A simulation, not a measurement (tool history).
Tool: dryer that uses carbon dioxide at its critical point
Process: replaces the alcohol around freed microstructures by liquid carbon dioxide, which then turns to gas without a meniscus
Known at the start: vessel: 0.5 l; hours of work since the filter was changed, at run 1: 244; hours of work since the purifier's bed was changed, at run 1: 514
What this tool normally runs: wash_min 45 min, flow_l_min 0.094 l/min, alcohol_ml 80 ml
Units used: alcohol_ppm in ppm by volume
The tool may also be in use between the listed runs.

| run | hour | wash_min | flow_l_min | alcohol_ml | hours of work since the filter was changed | hours of work since the purifier's bed was changed | alcohol_ppm |
|---|---|---|---|---|---|---|---|
| 1 | 0 | 45 | 0.094 | 80 | 244 | 514 | 251 |
|  | 37.4 | inlet filter changed |
| 2 | 43.5 | 39 | 0.094 | 80 | 4 | 545 | 344 |
| 3 | 74.6 | 39 | 0.094 | 80 | 27 | 568 | 362 |
| 4 | 106.4 | 39 | 0.094 | 80 | 50 | 591 | 358 |
| 5 | 167.4 | 39 | 0.094 | 80 | 94 | 635 | 391 |
| 6 | 222.2 | 39 | 0.094 | 80 | 134 | 675 | 416 |
| 7 | 255.8 | 39 | 0.135 | 80 | 159 | 699 | 171 |
| 8 | 308.4 | 39 | 0.135 | 80 | 197 | 737 | 185 |
| 9 | 364.9 | 45 | 0.094 | 55 | 238 | 778 | 257 |
|  | 415.1 | inlet filter changed |
| 10 | 415.2 | 45 | 0.094 | 55 | 0 | 814 | 215 |
| 11 | 455.1 | 37 | 0.094 | 80 | 29 | 843 | 488 |
| 12 | 518 | 37 | 0.094 | 80 | 75 | 889 | 535 |
| 13 | 580.4 | 32 | 0.094 | 80 | 120 | 934 | 1042 |
| 14 | 609.8 | 45 | 0.094 | 80 | 141 | 955 | 319 |
|  | 635 | purifier's bed changed |
| 15 | 663.3 | 45 | 0.094 | 80 | 178 | 21 | 129 |
| 16 | 712.3 | 45 | 0.094 | 80 | 213 | 56 | 146 |
| 17 | 757 | 45 | 0.094 | 70 | 246 | 89 | 136 |
|  | 793.7 | inlet filter changed |
| 18 | 793.7 | 45 | 0.0938 | 80 | 0 | 114 | 106 |
| 19 | 820.8 | 45 | 0.094 | 80 | 20 | 134 | 103 |
| 20 | 860.4 | 45 | 0.0968 | 80 | 48 | 163 | 97 |
| 21 | 898 | 45 | 0.0968 | 80 | 76 | 190 | 116 |
| 22 | 930 | 33 | 0.0702 | 102 | 99 | 213 | 3296 |
| 23 | 972.2 | 33 | 0.0702 | 102 | 130 | 244 | 3555 |
| 24 | 998.3 | 33 | 0.0759 | 61 | 149 | 263 | 1579 |
| 25 | 1037.4 | 33 | 0.0738 | 61 | 177 | 291 | 1911 |
| 26 | 1069 | 42 | 0.1367 | 42 | 200 | 314 | 70 |
| 27 | 1129.2 | 27 | 0.0575 | 42 | 244 | 358 | 5825 |
| 28 | 1161.7 | 27 | 0.0575 | 42 | 267 | 382 | 6040 |
|  | 1168.5 | inlet filter changed |
| 29 | 1201.5 | 32 | 0.1059 | 100 | 24 | 410 | 565 |
| 30 | 1249.9 | 54 | 0.1059 | 25 | 59 | 445 | 94 |
| 31 | 1291.3 | 54 | 0.1059 | 25 | 89 | 475 | 108 |
| 32 | 1325.6 | 54 | 0.1059 | 25 | 114 | 500 | 109 |
| 33 | 1354.8 | 45 | 0.145 | 80 | 135 | 521 | 120 |
| 34 | 1392.7 | 63 | 0.0854 | 90 | 163 | 548 | 131 |
| 35 | 1450.7 | 63 | 0.0854 | 90 | 205 | 591 | 154 |
| 36 | 1506.2 | 69 | 0.1231 | 90 | 245 | 631 | 132 |
|  | 1543.4 | inlet filter changed |
| 37 | 1564.7 | 60 | 0.0679 | 23 | 15 | 673 | 172 |
| 38 | 1596.1 | 45 | 0.0585 | 24 | 38 | 695 | 566 |

What if the next run were any one of these 4? Each begins from the tool's condition after run 38:
| A | 1633 | 44 | 0.094 | 40 | 65 | 722 | ? |
| B | 1633 | 64 | 0.1393 | 59 | 65 | 722 | ? |
| C | 1633 | 45 | 0.057 | 24 | 65 | 722 | ? |
| D | 1633 | 34 | 0.1219 | 104 | 65 | 722 | ? |

| run | alcohol_ppm |
|---|---|
| A | 199 |
| B | 164 |
| C | 621 |
| D | 292 |
Stripped of hidden state, with their random variation kept, the same runs would have yielded:
| run | alcohol_ppm |
|---|---|
| A | 46 |
| B | 13 |
| C | 420 |
| D | 123 |

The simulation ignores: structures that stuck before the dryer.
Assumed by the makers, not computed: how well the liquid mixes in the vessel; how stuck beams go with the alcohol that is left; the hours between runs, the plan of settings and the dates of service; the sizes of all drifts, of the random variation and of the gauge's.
